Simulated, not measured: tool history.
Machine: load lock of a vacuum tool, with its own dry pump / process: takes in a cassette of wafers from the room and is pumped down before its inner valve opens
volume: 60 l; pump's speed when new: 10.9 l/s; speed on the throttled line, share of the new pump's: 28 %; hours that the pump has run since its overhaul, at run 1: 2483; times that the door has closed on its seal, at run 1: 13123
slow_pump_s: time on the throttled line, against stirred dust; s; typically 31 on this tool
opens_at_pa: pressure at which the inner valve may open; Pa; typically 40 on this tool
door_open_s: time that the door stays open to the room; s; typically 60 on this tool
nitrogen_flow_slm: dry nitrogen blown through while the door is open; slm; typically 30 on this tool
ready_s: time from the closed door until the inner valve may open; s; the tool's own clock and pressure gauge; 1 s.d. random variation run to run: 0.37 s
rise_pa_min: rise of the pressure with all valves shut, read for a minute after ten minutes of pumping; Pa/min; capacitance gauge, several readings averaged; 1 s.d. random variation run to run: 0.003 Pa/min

run      day  slow_pump_s  opens_at_pa  door_open_s  nitrogen_flow_slm  hours that the pump has run since its overhaul  times that the door has closed on its seal  incoming humidity of the room's air, %  ready_s  rise_pa_min
  1    0.000           31           40           60                 30                                            2483                                       13123                                    45.4     66.4        0.050
  2   15.879           31           40           60                 30                                            2864                                       13840                                    43.8     66.4        0.043
  3   35.767           31           40           60                 30                                            3342                                       14740                                    46.5     66.0        0.047
  4   59.942           45           40           60                 30                                            3922                                       15832                                    44.0     77.0        0.051
  5   72.592           45           40           60                 30                                            4226                                       16404                                    44.5     77.3        0.054
  6   88.858           45           40           60                 30                                            4616                                       17139                                    46.8     77.6        0.055
  7  110.746           45           40          119                 30                                            5141                                       18129                                    44.1     77.7        0.075
  8  127.221           45           40          119                 30                                            5537                                       18874                                    42.0     77.8        0.077
  9  148.267           31           58           60                 25                                            6042                                       19825                                    45.1     65.5        0.070
 10  172.267           31           58           60                 25                                            6618                                       20910                                    44.8     65.6        0.067
 11  195.217           39           40           60                  9                                            7168                                       21947                                    40.4     73.8        0.075

Forecast each of these 4 alternatives for the next run:
  A  213.050           46           40           60                  9                                            7596                                       22754                                    46.6        ?            ?
  B  213.050           39           29           60                  9                                            7596                                       22754                                    40.6        ?            ?
  C  213.050           40           40           60                  9                                            7596                                       22754                                    43.9        ?            ?
  D  213.050           31           74          111                 15                                            7596                                       22754                                    43.7        ?            ?

run  ready_s  rise_pa_min
  A     79.0        0.094
  B     76.0        0.088
  C     73.4        0.085
  D     64.5        0.100
Stripped of hidden state, with their random variation kept, the same runs would have yielded:
run  ready_s  rise_pa_min
  A     76.7        0.035
  B     73.5        0.031
  C     71.0        0.027
  D     62.2        0.042
